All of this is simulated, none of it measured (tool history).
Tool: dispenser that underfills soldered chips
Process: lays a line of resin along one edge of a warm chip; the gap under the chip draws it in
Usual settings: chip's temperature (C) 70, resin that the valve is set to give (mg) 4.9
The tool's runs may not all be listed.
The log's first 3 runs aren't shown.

run    day  chip's temperature (C)  resin that the valve is set to give (mg)  hours of work since the syringe was changed  hours of work since the valve was cleaned  hours of work since the stage was calibrated  time until the resin shows at the far edge (s)  resin that the valve gave (mg)
     1.104  -- new syringe of resin
  4  1.438                      70                                       4.9                                            5                                         38                                           256                                            22.9                            4.79
     1.571  -- new syringe of resin
  5  1.804                      81                                       4.9                                            4                                         44                                           261                                            12.9                            4.82
     2.046  -- new syringe of resin
  6  2.467                      81                                       4.9                                            7                                         54                                           271                                            14.6                            4.68
     2.525  -- new syringe of resin
  7  2.767                      63                                       4.9                                            4                                         59                                           276                                            30.2                            4.73
     2.983  -- new syringe of resin
  8  3.225                      63                                       4.9                                            4                                         66                                           283                                              31                            4.66
     3.492  -- new syringe of resin
  9  3.896                      63                                       4.9                                            6                                         76                                           293                                            35.3                            4.59
      3.95  -- new syringe of resin
 10  4.362                      63                                       4.9                                            6                                         83                                           301                                            33.7                            4.64
     4.412  -- new syringe of resin
     4.871  -- new syringe of resin
 11  4.912                      63                                       4.9                                            1                                         92                                           309                                            26.8                            4.56
     5.354  -- new syringe of resin
 12  5.488                      70                                       4.7                                            2                                        101                                           318                                            19.5                             4.3
     5.846  -- new syringe of resin
 13  6.112                      77                                       4.9                                            4                                        110                                           328                                            15.2                            4.37
     6.304  -- dispensing valve cleaned and set on the balance
     6.354  -- new syringe of resin
     6.812  -- new syringe of resin
 14  6.829                      77                                       4.9                                            0                                          8                                           338                                            13.5                            4.85
 15  7.229                      76                                       4.9                                            7                                         14                                           344                                              17                            4.86
     7.275  -- new syringe of resin
 16  7.592                      70                                      4.29                                            5                                         20                                           350                                            22.3                            4.19
     7.762  -- new syringe of resin
 17  8.104                      59                                      4.29                                            5                                         28                                           358                                            40.3                            4.22

Run 18 comes next. What will it give?
     8.221  -- new syringe of resin
 18  8.446                      59                                      4.29                                            4                                         33                                           363                                               ?                               ?

Run 18 gave time until the resin shows at the far edge (s) 38.1, resin that the valve gave (mg) 4.18.
Without the tool's hidden state the same run would have given time until the resin shows at the far edge (s) 38.2, resin that the valve gave (mg) 4.27.
